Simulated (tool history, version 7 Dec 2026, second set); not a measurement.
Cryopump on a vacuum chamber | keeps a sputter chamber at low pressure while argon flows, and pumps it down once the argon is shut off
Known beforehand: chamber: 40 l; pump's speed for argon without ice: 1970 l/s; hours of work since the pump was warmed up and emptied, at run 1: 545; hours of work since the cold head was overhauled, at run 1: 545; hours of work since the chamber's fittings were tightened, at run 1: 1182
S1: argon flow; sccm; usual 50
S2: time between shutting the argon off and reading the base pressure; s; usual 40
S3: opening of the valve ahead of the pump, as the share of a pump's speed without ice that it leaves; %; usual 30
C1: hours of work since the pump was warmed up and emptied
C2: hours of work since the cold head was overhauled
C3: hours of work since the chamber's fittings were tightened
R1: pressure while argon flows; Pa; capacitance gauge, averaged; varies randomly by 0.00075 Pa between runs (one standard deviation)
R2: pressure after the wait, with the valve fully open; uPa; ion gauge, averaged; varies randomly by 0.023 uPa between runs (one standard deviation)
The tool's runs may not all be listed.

{"run": 1, "hour": 0.0, "S1": 50, "S2": 40, "S3": 30, "C1": 545, "C2": 545, "C3": 1182, "R1": 0.1501, "R2": 1.35}
{"run": 2, "hour": 14.0, "S1": 50, "S2": 40, "S3": 30, "C1": 556, "C2": 556, "C3": 1194, "R1": 0.1511, "R2": 1.36}
{"hour": 34.9, "done": "pump warmed up, emptied and cooled again"}
{"run": 3, "hour": 35.4, "S1": 50, "S2": 40, "S3": 30, "C1": 0, "C2": 570, "C3": 1207, "R1": 0.1429, "R2": 1.28}
{"run": 4, "hour": 60.3, "S1": 50, "S2": 40, "S3": 30, "C1": 21, "C2": 590, "C3": 1228, "R1": 0.1442, "R2": 1.28}
{"run": 5, "hour": 74.0, "S1": 50, "S2": 40, "S3": 30, "C1": 32, "C2": 601, "C3": 1239, "R1": 0.1436, "R2": 1.24}
{"run": 6, "hour": 94.7, "S1": 50, "S2": 40, "S3": 32, "C1": 49, "C2": 618, "C3": 1256, "R1": 0.1351, "R2": 1.28}
{"run": 7, "hour": 120.6, "S1": 50, "S2": 40, "S3": 27, "C1": 70, "C2": 639, "C3": 1277, "R1": 0.1605, "R2": 1.38}
{"run": 8, "hour": 146.5, "S1": 50, "S2": 40, "S3": 27, "C1": 92, "C2": 661, "C3": 1298, "R1": 0.16, "R2": 1.35}
{"run": 9, "hour": 175.3, "S1": 50, "S2": 40, "S3": 30, "C1": 115, "C2": 684, "C3": 1322, "R1": 0.1445, "R2": 1.34}
{"run": 10, "hour": 199.2, "S1": 50, "S2": 40, "S3": 26, "C1": 135, "C2": 704, "C3": 1342, "R1": 0.1688, "R2": 1.42}
{"run": 11, "hour": 216.4, "S1": 50, "S2": 40, "S3": 26, "C1": 149, "C2": 718, "C3": 1356, "R1": 0.1648, "R2": 1.36}
{"run": 12, "hour": 242.3, "S1": 50, "S2": 40, "S3": 26, "C1": 170, "C2": 739, "C3": 1377, "R1": 0.167, "R2": 1.43}
{"run": 13, "hour": 266.3, "S1": 50, "S2": 142, "S3": 26, "C1": 190, "C2": 759, "C3": 1397, "R1": 0.1665, "R2": 1.07}
{"run": 14, "hour": 279.8, "S1": 50, "S2": 142, "S3": 28, "C1": 201, "C2": 770, "C3": 1408, "R1": 0.1542, "R2": 1.08}
{"run": 15, "hour": 300.2, "S1": 50, "S2": 142, "S3": 28, "C1": 218, "C2": 787, "C3": 1425, "R1": 0.1565, "R2": 1.07}
{"run": 16, "hour": 321.6, "S1": 50, "S2": 40, "S3": 30, "C1": 235, "C2": 805, "C3": 1442, "R1": 0.146, "R2": 1.46}
{"run": 17, "hour": 341.5, "S1": 29, "S2": 40, "S3": 30, "C1": 252, "C2": 821, "C3": 1458, "R1": 0.0843, "R2": 1.48}
{"run": 18, "hour": 367.6, "S1": 29, "S2": 40, "S3": 30, "C1": 273, "C2": 842, "C3": 1480, "R1": 0.0854, "R2": 1.42}
{"run": 19, "hour": 389.0, "S1": 50, "S2": 160, "S3": 26, "C1": 291, "C2": 860, "C3": 1497, "R1": 0.1677, "R2": 1.08}
{"run": 20, "hour": 421.1, "S1": 84, "S2": 272, "S3": 16, "C1": 317, "C2": 886, "C3": 1524, "R1": 0.4561, "R2": 1.11}
{"run": 21, "hour": 438.7, "S1": 84, "S2": 272, "S3": 16, "C1": 332, "C2": 901, "C3": 1538, "R1": 0.4555, "R2": 1.11}
{"run": 22, "hour": 465.8, "S1": 42, "S2": 256, "S3": 35, "C1": 354, "C2": 923, "C3": 1561, "R1": 0.1072, "R2": 1.12}
{"run": 23, "hour": 490.6, "S1": 68, "S2": 50, "S3": 38, "C1": 374, "C2": 943, "C3": 1581, "R1": 0.16, "R2": 1.48}
{"run": 24, "hour": 517.4, "S1": 50, "S2": 37, "S3": 30, "C1": 396, "C2": 965, "C3": 1603, "R1": 0.1469, "R2": 1.62}
{"run": 25, "hour": 547.4, "S1": 50, "S2": 122, "S3": 30, "C1": 421, "C2": 990, "C3": 1628, "R1": 0.148, "R2": 1.24}
{"run": 26, "hour": 575.1, "S1": 50, "S2": 25, "S3": 34, "C1": 444, "C2": 1013, "C3": 1650, "R1": 0.1319, "R2": 1.98}
{"run": 27, "hour": 601.2, "S1": 89, "S2": 40, "S3": 20, "C1": 465, "C2": 1034, "C3": 1672, "R1": 0.393, "R2": 1.65}
{"run": 28, "hour": 632.8, "S1": 89, "S2": 40, "S3": 20, "C1": 491, "C2": 1060, "C3": 1698, "R1": 0.3941, "R2": 1.64}
{"run": 29, "hour": 659.7, "S1": 52, "S2": 40, "S3": 51, "C1": 513, "C2": 1082, "C3": 1720, "R1": 0.0944, "R2": 1.74}
{"run": 30, "hour": 685.2, "S1": 37, "S2": 20, "S3": 17, "C1": 534, "C2": 1103, "C3": 1741, "R1": 0.1926, "R2": 2.22}
{"run": 31, "hour": 706.0, "S1": 37, "S2": 20, "S3": 17, "C1": 551, "C2": 1120, "C3": 1758, "R1": 0.1917, "R2": 2.27}
{"hour": 732.6, "done": "pump warmed up, emptied and cooled again"}
{"run": 32, "hour": 736.6, "S1": 37, "S2": 20, "S3": 17, "C1": 3, "C2": 1141, "C3": 1779, "R1": 0.187, "R2": 2.14}
{"run": 33, "hour": 766.5, "S1": 87, "S2": 272, "S3": 38, "C1": 28, "C2": 1166, "C3": 1803, "R1": 0.1973, "R2": 1.11}

Across each entry between runs, compare the hidden state at the last listed run before it with the hidden state at the first listed run after it:
Logged between run 2 and run 3: pump warmed up, emptied and cooled again (hour 34.9)
  pump's speed, % of a pump's without ice: 86.5 -> 100; cold plate's temperature, K: 12.28 -> 12.29; leak into the chamber, uPa l/s: 1455 -> 1468
  measured value less the no-hidden-state value, R1: +0.0070 -> +0.0003 Pa; R2: +0.69 -> +0.61 uPa
Logged between run 31 and run 32: pump warmed up, emptied and cooled again (hour 732.6)
  pump's speed, % of a pump's without ice: 87.4 -> 99.8; cold plate's temperature, K: 12.58 -> 12.59; leak into the chamber, uPa l/s: 2014 -> 2034
  measured value less the no-hidden-state value, R1: +0.0050 -> +0.0005 Pa; R2: +1.03 -> +0.89 uPa
